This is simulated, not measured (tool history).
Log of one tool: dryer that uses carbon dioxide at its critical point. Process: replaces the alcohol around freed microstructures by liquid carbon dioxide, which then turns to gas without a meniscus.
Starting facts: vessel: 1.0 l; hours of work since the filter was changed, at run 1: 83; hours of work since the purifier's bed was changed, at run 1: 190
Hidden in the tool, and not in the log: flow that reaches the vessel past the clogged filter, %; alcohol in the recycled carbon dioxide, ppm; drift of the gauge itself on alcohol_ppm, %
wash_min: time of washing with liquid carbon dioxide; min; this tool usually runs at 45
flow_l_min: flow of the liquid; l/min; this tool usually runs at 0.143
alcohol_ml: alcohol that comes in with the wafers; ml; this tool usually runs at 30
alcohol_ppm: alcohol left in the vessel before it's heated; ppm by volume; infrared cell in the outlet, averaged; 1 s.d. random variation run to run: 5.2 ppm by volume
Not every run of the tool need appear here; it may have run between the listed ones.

run	hour	wash_min	flow_l_min	alcohol_ml	hours of work since the filter was changed	hours of work since the purifier's bed was changed	alcohol_ppm
1	0.0	45	0.143	30	83	190	140
2	8.7	45	0.217	30	86	193	44
3	23.2	45	0.217	30	91	198	39
4	33.4	45	0.217	30	94	202	41
5	51.5	45	0.143	50	100	208	236
6	65.8	45	0.143	50	105	212	216
7	85.0	45	0.143	50	112	219	216
8	96.4	58	0.140	24	115	223	64
9	108.0	72	0.143	30	119	227	45

For run 10, what comes out?
10	126.6	34	0.177	100	126	233	?

alcohol_ppm: 590 ppm by volume
Minus the tool's unlogged condition, the same run would have read alcohol_ppm 450 ppm by volume.
